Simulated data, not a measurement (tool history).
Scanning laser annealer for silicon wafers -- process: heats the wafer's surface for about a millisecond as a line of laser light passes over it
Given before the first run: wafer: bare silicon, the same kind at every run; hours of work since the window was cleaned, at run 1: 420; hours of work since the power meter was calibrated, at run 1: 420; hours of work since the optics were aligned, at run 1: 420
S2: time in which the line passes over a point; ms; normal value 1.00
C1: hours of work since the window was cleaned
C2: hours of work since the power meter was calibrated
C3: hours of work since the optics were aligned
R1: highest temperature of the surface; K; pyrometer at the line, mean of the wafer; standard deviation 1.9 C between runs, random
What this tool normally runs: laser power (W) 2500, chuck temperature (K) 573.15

run 1 hour=0.0 | laser_power_(W)=2500 S2=1.00 chuck_temperature_(K)=573.15 | C1=420 C2=420 C3=420 | R1=1419.15
run 2 hour=14.6 | laser_power_(W)=2500 S2=1.00 chuck_temperature_(K)=573.15 | C1=427 C2=427 C3=427 | R1=1413.15
run 3 hour=33.1 | laser_power_(W)=2500 S2=1.00 chuck_temperature_(K)=573.15 | C1=436 C2=436 C3=436 | R1=1412.15
run 4 hour=47.9 | laser_power_(W)=2500 S2=1.00 chuck_temperature_(K)=573.15 | C1=443 C2=443 C3=443 | R1=1419.15
run 5 hour=67.3 | laser_power_(W)=2500 S2=1.00 chuck_temperature_(K)=573.15 | C1=453 C2=453 C3=453 | R1=1417.15
run 6 hour=92.5 | laser_power_(W)=2500 S2=1.00 chuck_temperature_(K)=573.15 | C1=465 C2=465 C3=465 | R1=1415.15
run 7 hour=110.1 | laser_power_(W)=2500 S2=1.00 chuck_temperature_(K)=537.15 | C1=474 C2=474 C3=474 | R1=1381.15
-- hour=130.5 window over the wafer cleaned
run 8 hour=130.5 | laser_power_(W)=2500 S2=1.02 chuck_temperature_(K)=573.15 | C1=0 C2=483 C3=483 | R1=1428.15
run 9 hour=145.4 | laser_power_(W)=2500 S2=1.02 chuck_temperature_(K)=573.15 | C1=7 C2=490 C3=490 | R1=1427.15
run 10 hour=172.4 | laser_power_(W)=2500 S2=1.02 chuck_temperature_(K)=573.15 | C1=20 C2=503 C3=503 | R1=1425.15
run 11 hour=198.4 | laser_power_(W)=2500 S2=0.88 chuck_temperature_(K)=573.15 | C1=33 C2=516 C3=516 | R1=1359.15
run 12 hour=219.1 | laser_power_(W)=2464 S2=1.23 chuck_temperature_(K)=574.15 | C1=43 C2=526 C3=526 | R1=1514.15
run 13 hour=245.0 | laser_power_(W)=2441 S2=1.17 chuck_temperature_(K)=573.15 | C1=56 C2=539 C3=539 | R1=1479.15
run 14 hour=266.0 | laser_power_(W)=2441 S2=1.17 chuck_temperature_(K)=573.15 | C1=66 C2=549 C3=549 | R1=1476.15
run 15 hour=280.4 | laser_power_(W)=2346 S2=1.00 chuck_temperature_(K)=573.15 | C1=73 C2=556 C3=556 | R1=1372.15

Below are 4 alternative next runs, each starting from the tool's condition after run 15. Predict each:
run A hour=309.2 | laser_power_(W)=2560 S2=0.84 chuck_temperature_(K)=558.15 | C1=87 C2=570 C3=570 | R1=?
run B hour=309.2 | laser_power_(W)=2500 S2=0.90 chuck_temperature_(K)=534.15 | C1=87 C2=570 C3=570 | R1=?
run C hour=309.2 | laser_power_(W)=2346 S2=0.97 chuck_temperature_(K)=573.15 | C1=87 C2=570 C3=570 | R1=?
run D hour=309.2 | laser_power_(W)=2727 S2=0.86 chuck_temperature_(K)=573.15 | C1=87 C2=570 C3=570 | R1=?

run=A R1=1337.15
run=B R1=1328.15
run=C R1=1355.15
run=D R1=1412.15
Take away the tool's hidden state, keep each run's random variation, and the runs would have read:
run=A R1=1337.15
run=B R1=1328.15
run=C R1=1355.15
run=D R1=1412.15
